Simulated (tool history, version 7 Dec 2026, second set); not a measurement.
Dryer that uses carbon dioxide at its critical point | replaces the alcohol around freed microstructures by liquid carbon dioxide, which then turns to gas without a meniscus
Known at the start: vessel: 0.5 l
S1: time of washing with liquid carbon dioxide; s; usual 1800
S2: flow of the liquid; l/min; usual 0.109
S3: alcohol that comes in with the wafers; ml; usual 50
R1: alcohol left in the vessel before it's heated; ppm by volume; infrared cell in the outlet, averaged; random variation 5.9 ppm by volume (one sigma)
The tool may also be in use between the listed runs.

{"run": 1, "hour": 0.0, "S1": 1800, "S2": 0.109, "S3": 50, "R1": 582}
{"run": 2, "hour": 11.2, "S1": 1800, "S2": 0.109, "S3": 50, "R1": 608}
{"run": 3, "hour": 21.1, "S1": 1800, "S2": 0.109, "S3": 50, "R1": 594}
{"run": 4, "hour": 27.7, "S1": 1800, "S2": 0.109, "S3": 50, "R1": 602}
{"hour": 29.8, "done": "inlet filter changed"}
{"run": 5, "hour": 35.7, "S1": 1800, "S2": 0.109, "S3": 50, "R1": 270}
{"run": 6, "hour": 46.5, "S1": 1800, "S2": 0.109, "S3": 50, "R1": 270}
{"run": 7, "hour": 56.9, "S1": 1800, "S2": 0.109, "S3": 50, "R1": 274}
{"run": 8, "hour": 63.4, "S1": 1800, "S2": 0.109, "S3": 50, "R1": 289}

The next listed run, before its measurement:
{"run": 9, "hour": 69.8, "S1": 2220, "S2": 0.068, "S3": 50, "R1": "?"}

Run 9 gave R1 1056 ppm by volume.
Without the tool's hidden state the same run would have given R1 953 ppm by volume.
